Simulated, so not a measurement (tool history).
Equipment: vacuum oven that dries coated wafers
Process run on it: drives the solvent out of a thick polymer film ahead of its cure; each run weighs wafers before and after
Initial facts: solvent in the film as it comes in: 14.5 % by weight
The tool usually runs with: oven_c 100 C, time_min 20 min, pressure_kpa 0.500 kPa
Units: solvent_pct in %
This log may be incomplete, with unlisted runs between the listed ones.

run,hour,oven_c,time_min,pressure_kpa,solvent_pct
1,0.0,100,20,0.500,0.87
2,30.5,100,20,0.500,0.82
3,54.4,100,11,0.500,2.57
4,83.2,100,12,0.500,2.22
5,99.1,100,12,0.500,2.25
6,128.7,100,12,0.500,2.21
7,146.7,94,20,0.500,1.80
8,167.6,94,20,0.500,1.84
9,187.2,94,20,0.500,1.85
10,220.1,100,20,0.302,0.78
11,244.4,100,33,0.302,0.23
12,273.6,100,33,0.302,0.24
13,310.0,100,12,0.500,2.27
# hour 333.7: vacuum gauge cleaned of residue and calibrated
14,349.8,100,12,0.500,2.25
15,384.9,100,20,0.511,0.87
16,416.7,91,20,1.510,3.05
17,455.4,101,30,0.530,0.38
18,481.1,101,16,0.484,1.18
19,498.3,100,23,1.461,1.08
20,518.0,100,23,1.461,1.06

What if the next run were any one of these 4? Each begins from the tool's condition after run 20:
A,543.1,91,13,0.259,?
B,543.1,100,25,1.461,?
C,543.1,100,27,0.347,?
D,543.1,100,21,1.461,?

run,solvent_pct
A,4.11
B,0.97
C,0.38
D,1.23
With the hidden condition removed and each run's random variation left untouched, the same runs would have given:
run,solvent_pct
A,4.11
B,0.97
C,0.38
D,1.23

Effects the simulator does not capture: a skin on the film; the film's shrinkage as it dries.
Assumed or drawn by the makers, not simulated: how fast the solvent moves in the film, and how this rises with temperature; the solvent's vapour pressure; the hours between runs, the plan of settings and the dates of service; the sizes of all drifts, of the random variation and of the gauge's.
